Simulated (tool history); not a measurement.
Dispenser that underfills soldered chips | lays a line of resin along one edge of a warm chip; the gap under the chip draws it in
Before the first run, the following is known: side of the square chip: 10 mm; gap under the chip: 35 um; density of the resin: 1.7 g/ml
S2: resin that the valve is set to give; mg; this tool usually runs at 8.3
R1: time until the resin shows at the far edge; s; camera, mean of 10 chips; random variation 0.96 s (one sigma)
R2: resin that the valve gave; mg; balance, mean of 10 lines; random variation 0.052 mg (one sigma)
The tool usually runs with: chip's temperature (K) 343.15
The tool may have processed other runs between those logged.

{"run": 1, "day": 0.0, "chip's temperature (K)": 343.15, "S2": 8.3, "R1": 93.3, "R2": 7.98}
{"day": 0.146, "done": "dispensing valve cleaned and set on the balance"}
{"run": 2, "day": 0.262, "chip's temperature (K)": 343.15, "S2": 8.3, "R1": 102.1, "R2": 8.31}
{"run": 3, "day": 0.429, "chip's temperature (K)": 343.15, "S2": 8.3, "R1": 110.8, "R2": 8.3}
{"day": 0.592, "done": "new syringe of resin"}
{"run": 4, "day": 0.758, "chip's temperature (K)": 343.15, "S2": 8.3, "R1": 96.7, "R2": 8.33}
{"run": 5, "day": 1.042, "chip's temperature (K)": 331.15, "S2": 8.3, "R1": 209.5, "R2": 8.3}
{"day": 1.221, "done": "new syringe of resin"}
{"run": 6, "day": 1.221, "chip's temperature (K)": 331.15, "S2": 8.3, "R1": 169, "R2": 8.23}
{"run": 7, "day": 1.492, "chip's temperature (K)": 352.15, "S2": 7.94, "R1": 65.6, "R2": 7.86}
{"run": 8, "day": 1.7, "chip's temperature (K)": 340.15, "S2": 7.27, "R1": 136.5, "R2": 7.13}
{"day": 1.858, "done": "new syringe of resin"}
{"run": 9, "day": 2.0, "chip's temperature (K)": 356.15, "S2": 8.31, "R1": 50.9, "R2": 8.15}
{"run": 10, "day": 2.179, "chip's temperature (K)": 356.15, "S2": 10.25, "R1": 53.9, "R2": 9.96}
{"run": 11, "day": 2.421, "chip's temperature (K)": 350.15, "S2": 10.5, "R1": 78.8, "R2": 10.08}
{"day": 2.492, "done": "new syringe of resin"}
{"run": 12, "day": 2.662, "chip's temperature (K)": 350.15, "S2": 10.5, "R1": 65.1, "R2": 10.19}

4 options for the next run, each taken on its own from the tool as it stands now. Forecast them:
{"run": "A", "day": 2.975, "chip's temperature (K)": 338.15, "S2": 10.5, "R1": "?", "R2": "?"}
{"run": "B", "day": 2.975, "chip's temperature (K)": 332.15, "S2": 9.37, "R1": "?", "R2": "?"}
{"run": "C", "day": 2.975, "chip's temperature (K)": 335.15, "S2": 7.43, "R1": "?", "R2": "?"}
{"run": "D", "day": 2.975, "chip's temperature (K)": 338.15, "S2": 9.19, "R1": "?", "R2": "?"}

run=A R1=140.1 R2=10.07
run=B R1=198.7 R2=8.97
run=C R1=178.3 R2=7.13
run=D R1=142 R2=8.86
What these runs would have given with no unlogged condition in the tool:
run=A R1=114.7 R2=10.47
run=B R1=162.6 R2=9.33
run=C R1=144.6 R2=7.41
run=D R1=115.9 R2=9.21

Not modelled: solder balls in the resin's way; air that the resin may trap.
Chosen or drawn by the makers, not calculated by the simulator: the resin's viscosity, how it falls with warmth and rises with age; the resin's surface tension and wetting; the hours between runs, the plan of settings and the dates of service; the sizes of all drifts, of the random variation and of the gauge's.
